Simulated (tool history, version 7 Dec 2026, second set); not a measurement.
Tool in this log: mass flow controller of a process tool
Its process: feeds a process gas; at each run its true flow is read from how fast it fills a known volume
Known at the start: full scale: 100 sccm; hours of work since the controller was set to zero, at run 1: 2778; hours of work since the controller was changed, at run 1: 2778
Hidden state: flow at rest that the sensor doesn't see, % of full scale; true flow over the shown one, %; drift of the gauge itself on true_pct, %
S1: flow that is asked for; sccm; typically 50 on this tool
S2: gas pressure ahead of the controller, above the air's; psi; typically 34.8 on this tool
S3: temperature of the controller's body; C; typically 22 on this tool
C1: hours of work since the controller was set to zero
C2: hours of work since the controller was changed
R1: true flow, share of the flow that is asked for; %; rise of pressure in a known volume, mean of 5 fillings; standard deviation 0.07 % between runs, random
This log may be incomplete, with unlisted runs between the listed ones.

run     day  S1    S2  S3    C1    C2      R1
  1   0.000  50  34.8  22  2778  2778  100.63
  2   4.958  50  34.8  22  2870  2870  100.75
  3   9.283  50  34.8  22  2951  2951  100.72
  4  13.392  50  34.8  22  3028  3028  100.78
     14.175  -- controller's zero set anew
  5  19.192  50  34.8  22    93  3135  101.14
  6  25.996  50  34.8  32   220  3262  101.56
  7  35.025  50  35.1  28   388  3430  101.48
  8  39.329  46  37.1  22   469  3510  101.36
  9  45.804  46  37.1  22   589  3631  101.43

Expected results for the next run?
 10  54.979  33  36.1  29  760  3802   ?

R1: 102.40 %
Minus the tool's unlogged condition, the same run would have read R1 98.77 %.
